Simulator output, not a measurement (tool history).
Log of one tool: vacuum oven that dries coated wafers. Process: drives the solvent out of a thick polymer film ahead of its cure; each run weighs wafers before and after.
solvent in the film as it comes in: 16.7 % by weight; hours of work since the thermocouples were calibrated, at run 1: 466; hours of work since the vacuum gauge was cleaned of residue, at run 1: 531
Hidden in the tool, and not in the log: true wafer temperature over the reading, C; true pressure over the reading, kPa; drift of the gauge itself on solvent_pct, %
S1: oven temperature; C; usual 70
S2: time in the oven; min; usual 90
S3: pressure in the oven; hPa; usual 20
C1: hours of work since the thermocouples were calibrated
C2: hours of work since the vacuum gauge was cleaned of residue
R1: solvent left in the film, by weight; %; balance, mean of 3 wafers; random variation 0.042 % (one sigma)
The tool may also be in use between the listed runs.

{"run": 1, "hour": 0.0, "S1": 70, "S2": 90, "S3": 20, "C1": 466, "C2": 531, "R1": 3.63}
{"run": 2, "hour": 38.5, "S1": 73, "S2": 90, "S3": 20, "C1": 485, "C2": 550, "R1": 2.9}
{"run": 3, "hour": 103.1, "S1": 73, "S2": 90, "S3": 20, "C1": 516, "C2": 581, "R1": 2.93}
{"run": 4, "hour": 136.4, "S1": 70, "S2": 84, "S3": 20, "C1": 532, "C2": 597, "R1": 3.85}
{"run": 5, "hour": 190.9, "S1": 70, "S2": 84, "S3": 20, "C1": 558, "C2": 623, "R1": 3.85}
{"run": 6, "hour": 261.3, "S1": 70, "S2": 90, "S3": 59.6, "C1": 592, "C2": 657, "R1": 6.16}
{"run": 7, "hour": 332.5, "S1": 70, "S2": 90, "S3": 59.6, "C1": 626, "C2": 691, "R1": 6.15}
{"run": 8, "hour": 363.8, "S1": 70, "S2": 90, "S3": 59.6, "C1": 641, "C2": 706, "R1": 6.29}
{"run": 9, "hour": 401.6, "S1": 58, "S2": 104, "S3": 78.3, "C1": 659, "C2": 724, "R1": 11.94}
{"run": 10, "hour": 453.4, "S1": 76, "S2": 98, "S3": 38.4, "C1": 684, "C2": 749, "R1": 3.09}
{"run": 11, "hour": 483.6, "S1": 70, "S2": 117, "S3": 27.7, "C1": 699, "C2": 764, "R1": 3.44}
{"run": 12, "hour": 519.0, "S1": 70, "S2": 117, "S3": 27.7, "C1": 716, "C2": 781, "R1": 3.39}
{"run": 13, "hour": 553.4, "S1": 70, "S2": 117, "S3": 27.7, "C1": 732, "C2": 797, "R1": 3.42}
{"run": 14, "hour": 595.8, "S1": 81, "S2": 129, "S3": 18.5, "C1": 753, "C2": 817, "R1": 1.11}
{"run": 15, "hour": 629.7, "S1": 85, "S2": 121, "S3": 18.5, "C1": 769, "C2": 834, "R1": 0.92}
{"run": 16, "hour": 686.3, "S1": 78, "S2": 57, "S3": 38.7, "C1": 796, "C2": 861, "R1": 4.37}

5 ways to go on from here, each from the tool as it stands after run 16. What would each give?
{"run": "A", "hour": 748.7, "S1": 79, "S2": 54, "S3": 23.1, "C1": 826, "C2": 891, "R1": "?"}
{"run": "B", "hour": 748.7, "S1": 61, "S2": 90, "S3": 20, "C1": 826, "C2": 891, "R1": "?"}
{"run": "C", "hour": 748.7, "S1": 62, "S2": 148, "S3": 16.7, "C1": 826, "C2": 891, "R1": "?"}
{"run": "D", "hour": 748.7, "S1": 78, "S2": 87, "S3": 33.1, "C1": 826, "C2": 891, "R1": "?"}
{"run": "E", "hour": 748.7, "S1": 69, "S2": 104, "S3": 20, "C1": 826, "C2": 891, "R1": "?"}

run=A R1=3.72
run=B R1=6.62
run=C R1=3.9
run=D R1=2.83
run=E R1=3.51
Without the tool's hidden state the same runs would have given:
run=A R1=3.24
run=B R1=5.91
run=C R1=3.24
run=D R1=2.41
run=E R1=2.96
